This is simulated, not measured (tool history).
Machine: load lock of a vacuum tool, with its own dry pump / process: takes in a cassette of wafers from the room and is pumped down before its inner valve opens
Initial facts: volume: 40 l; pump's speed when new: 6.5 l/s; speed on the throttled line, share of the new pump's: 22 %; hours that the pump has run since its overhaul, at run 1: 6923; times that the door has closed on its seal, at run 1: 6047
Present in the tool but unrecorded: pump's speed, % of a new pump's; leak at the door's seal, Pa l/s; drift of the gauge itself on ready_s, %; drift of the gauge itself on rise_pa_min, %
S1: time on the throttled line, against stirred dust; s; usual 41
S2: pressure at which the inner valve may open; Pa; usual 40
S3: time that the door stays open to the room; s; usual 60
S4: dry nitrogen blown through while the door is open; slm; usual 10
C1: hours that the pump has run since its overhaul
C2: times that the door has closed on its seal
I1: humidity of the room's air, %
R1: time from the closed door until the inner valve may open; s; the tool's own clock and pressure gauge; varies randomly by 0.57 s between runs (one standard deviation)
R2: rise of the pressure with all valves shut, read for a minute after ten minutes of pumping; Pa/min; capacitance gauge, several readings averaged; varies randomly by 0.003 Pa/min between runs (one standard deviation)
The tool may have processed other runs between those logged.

{"run": 1, "hour": 0.0, "S1": 41, "S2": 40, "S3": 60, "S4": 10, "C1": 6923, "C2": 6047, "I1": 44.5, "R1": 82.8, "R2": 0.061}
{"run": 2, "hour": 71.5, "S1": 41, "S2": 40, "S3": 60, "S4": 10, "C1": 6994, "C2": 6271, "I1": 43.5, "R1": 84.6, "R2": 0.061}
{"run": 3, "hour": 223.1, "S1": 41, "S2": 40, "S3": 60, "S4": 10, "C1": 7146, "C2": 6747, "I1": 44.5, "R1": 85, "R2": 0.056}
{"run": 4, "hour": 349.4, "S1": 41, "S2": 40, "S3": 60, "S4": 10, "C1": 7272, "C2": 7144, "I1": 48.4, "R1": 84.6, "R2": 0.061}
{"run": 5, "hour": 435.2, "S1": 41, "S2": 40, "S3": 60, "S4": 10, "C1": 7358, "C2": 7413, "I1": 49.2, "R1": 85, "R2": 0.069}
{"run": 6, "hour": 587.4, "S1": 41, "S2": 40, "S3": 60, "S4": 10, "C1": 7510, "C2": 7891, "I1": 48.9, "R1": 85.1, "R2": 0.069}
{"run": 7, "hour": 674.3, "S1": 41, "S2": 79, "S3": 60, "S4": 10, "C1": 7597, "C2": 8164, "I1": 42.4, "R1": 80.6, "R2": 0.062}
{"run": 8, "hour": 773.2, "S1": 41, "S2": 79, "S3": 60, "S4": 10, "C1": 7696, "C2": 8474, "I1": 43.8, "R1": 81, "R2": 0.066}
{"run": 9, "hour": 904.1, "S1": 41, "S2": 28, "S3": 228, "S4": 10, "C1": 7827, "C2": 8885, "I1": 41.6, "R1": 87.7, "R2": 0.129}
{"run": 10, "hour": 1048.6, "S1": 45, "S2": 29, "S3": 93, "S4": 5, "C1": 7972, "C2": 9339, "I1": 46.7, "R1": 90.9, "R2": 0.102}
{"run": 11, "hour": 1125.5, "S1": 43, "S2": 73, "S3": 71, "S4": 7, "C1": 8049, "C2": 9580, "I1": 45.8, "R1": 82.5, "R2": 0.083}
{"run": 12, "hour": 1282.5, "S1": 41, "S2": 71, "S3": 60, "S4": 30, "C1": 8206, "C2": 10073, "I1": 45.8, "R1": 81.2, "R2": 0.054}
{"run": 13, "hour": 1444.5, "S1": 81, "S2": 54, "S3": 138, "S4": 10, "C1": 8368, "C2": 10582, "I1": 46.4, "R1": 112.8, "R2": 0.118}
{"run": 14, "hour": 1568.7, "S1": 25, "S2": 40, "S3": 60, "S4": 7, "C1": 8492, "C2": 10971, "I1": 43.8, "R1": 73.3, "R2": 0.079}
{"run": 15, "hour": 1648.9, "S1": 62, "S2": 40, "S3": 108, "S4": 38, "C1": 8572, "C2": 11223, "I1": 45.5, "R1": 100.9, "R2": 0.068}

5 ways to go on from here, each from the tool as it stands after run 15. What would each give?
{"run": "A", "hour": 1770.9, "S1": 62, "S2": 40, "S3": 108, "S4": 15, "C1": 8694, "C2": 11606, "I1": 45.9, "R1": "?", "R2": "?"}
{"run": "B", "hour": 1770.9, "S1": 37, "S2": 40, "S3": 35, "S4": 7, "C1": 8694, "C2": 11606, "I1": 44.5, "R1": "?", "R2": "?"}
{"run": "C", "hour": 1770.9, "S1": 41, "S2": 40, "S3": 58, "S4": 10, "C1": 8694, "C2": 11606, "I1": 46.6, "R1": "?", "R2": "?"}
{"run": "D", "hour": 1770.9, "S1": 62, "S2": 40, "S3": 108, "S4": 13, "C1": 8694, "C2": 11606, "I1": 41.5, "R1": "?", "R2": "?"}
{"run": "E", "hour": 1770.9, "S1": 60, "S2": 43, "S3": 60, "S4": 10, "C1": 8694, "C2": 11606, "I1": 43.7, "R1": "?", "R2": "?"}

run=A R1=103.1 R2=0.099
run=B R1=82.4 R2=0.069
run=C R1=85.5 R2=0.077
run=D R1=100.3 R2=0.091
run=E R1=98.7 R2=0.073
With no hidden state in the tool, these same runs would have given:
run=A R1=98 R2=0.061
run=B R1=76.6 R2=0.03
run=C R1=79.8 R2=0.038
run=D R1=95.3 R2=0.054
run=E R1=93.7 R2=0.035
